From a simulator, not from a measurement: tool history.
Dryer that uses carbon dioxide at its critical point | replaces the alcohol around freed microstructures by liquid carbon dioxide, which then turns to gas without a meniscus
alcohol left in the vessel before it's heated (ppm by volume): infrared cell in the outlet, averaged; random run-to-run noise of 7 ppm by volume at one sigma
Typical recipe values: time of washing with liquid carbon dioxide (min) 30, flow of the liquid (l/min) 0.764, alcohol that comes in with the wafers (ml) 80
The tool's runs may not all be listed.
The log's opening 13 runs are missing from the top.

run	hour	time of washing with liquid carbon dioxide (min)	flow of the liquid (l/min)	alcohol that comes in with the wafers (ml)	hours of work since the filter was changed	hours of work since the purifier's bed was changed	alcohol left in the vessel before it's heated (ppm by volume)
# hour 598.2: purifier's bed changed
14	619.2	39	0.764	80	159	12	143
15	689.8	30	0.764	32	199	51	208
16	735.9	30	0.764	32	225	77	208
17	802.0	30	0.764	32	262	114	230
18	868.9	30	0.764	80	299	151	608
19	905.3	30	0.764	80	319	172	632
# hour 928.6: inlet filter changed
20	958.0	26	0.764	80	16	201	585
21	999.3	26	0.865	80	40	224	392
22	1035.3	30	0.764	112	60	244	523
23	1082.8	30	0.764	88	86	271	443
24	1114.9	30	0.764	88	104	288	464
25	1155.5	47	0.764	88	127	311	82
26	1218.3	47	0.764	88	162	346	78
27	1261.9	30	0.764	54	186	371	358
28	1302.6	23	1.289	67	209	393	146
29	1350.1	41	1.289	59	236	420	22
30	1383.6	29	0.764	113	254	439	886
31	1438.5	29	0.550	56	285	469	1297
32	1471.9	41	1.171	53	304	488	37
# hour 1523.2: inlet filter changed
33	1542.6	28	0.764	47	11	527	285

What does the tool deliver on the next run?
34	1613.8	28	0.764	47	51	567	?

{"run 34": {"alcohol left in the vessel before it's heated (ppm by volume)": 320}}
Without the tool's hidden state the same run would have given alcohol left in the vessel before it's heated (ppm by volume) 263.
